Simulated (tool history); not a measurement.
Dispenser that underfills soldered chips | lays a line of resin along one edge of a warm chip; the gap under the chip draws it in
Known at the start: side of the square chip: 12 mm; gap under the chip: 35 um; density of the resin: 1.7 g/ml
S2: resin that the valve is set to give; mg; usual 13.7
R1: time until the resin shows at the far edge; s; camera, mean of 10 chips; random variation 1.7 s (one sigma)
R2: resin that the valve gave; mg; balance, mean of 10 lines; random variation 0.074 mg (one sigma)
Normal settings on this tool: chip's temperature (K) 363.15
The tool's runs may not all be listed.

Run 1, hour 0: usual settings. Result: R1 224 s, R2 13.57 mg.
At hour 0.9: new syringe of resin.
Run 2, hour 3.8: usual settings but S2 14.2 mg. Result: R1 171.3 s, R2 14.17 mg.
Run 3, hour 7: usual settings but chip's temperature (K) 370.15, S2 14.2 mg. Result: R1 145.4 s, R2 14.2 mg.
Run 4, hour 9.7: usual settings but chip's temperature (K) 370.15, S2 14.2 mg. Result: R1 153.4 s, R2 14.1 mg.
Run 5, hour 11.6: usual settings but S2 13.4 mg. Result: R1 206.9 s, R2 13.19 mg.
Run 6, hour 13.7: usual settings but S2 13.4 mg. Result: R1 212.6 s, R2 13.27 mg.
At hour 16.1: new syringe of resin.
Run 7, hour 17.2: usual settings but S2 13.4 mg. Result: R1 169.6 s, R2 13.31 mg.
Run 8, hour 20.8: usual settings but chip's temperature (K) 373.15. Result: R1 132.1 s, R2 13.48 mg.
Run 9, hour 24.5: usual settings but S2 15.5 mg. Result: R1 194.5 s, R2 15.04 mg.
Run 10, hour 28.8: usual settings but S2 15.5 mg. Result: R1 212.5 s, R2 15.23 mg.
At hour 31.3: new syringe of resin.
Run 11, hour 31.4: usual settings but S2 15.5 mg. Result: R1 160.9 s, R2 15.22 mg.
Run 12, hour 34.1: usual settings but chip's temperature (K) 370.15, S2 17.5 mg. Result: R1 136 s, R2 17.02 mg.

Below are 5 alternative next runs, each starting from the tool's condition after run 12. Predict each:
Run A, hour 37.4: usual settings but chip's temperature (K) 350.15, S2 15.6 mg. Result: R1 ?, R2 ?.
Run B, hour 37.4: usual settings but chip's temperature (K) 367.15, S2 13.6 mg. Result: R1 ?, R2 ?.
Run C, hour 37.4: usual settings but chip's temperature (K) 372.15, S2 14.9 mg. Result: R1 ?, R2 ?.
Run D, hour 37.4: usual settings but chip's temperature (K) 365.15. Result: R1 ?, R2 ?.
Run E, hour 37.4: usual settings but chip's temperature (K) 356.15, S2 16.2 mg. Result: R1 ?, R2 ?.

run     R1     R2
  A  291.9  15.27
  B  166.4  13.33
  C    142  14.48
  D  177.6  13.36
  E  231.3  15.81
Without the tool's unlogged condition, the same runs would have read:
run     R1     R2
  A  254.5  15.61
  B  144.7  13.63
  C  123.7  14.81
  D  154.5  13.66
  E  201.7  16.16
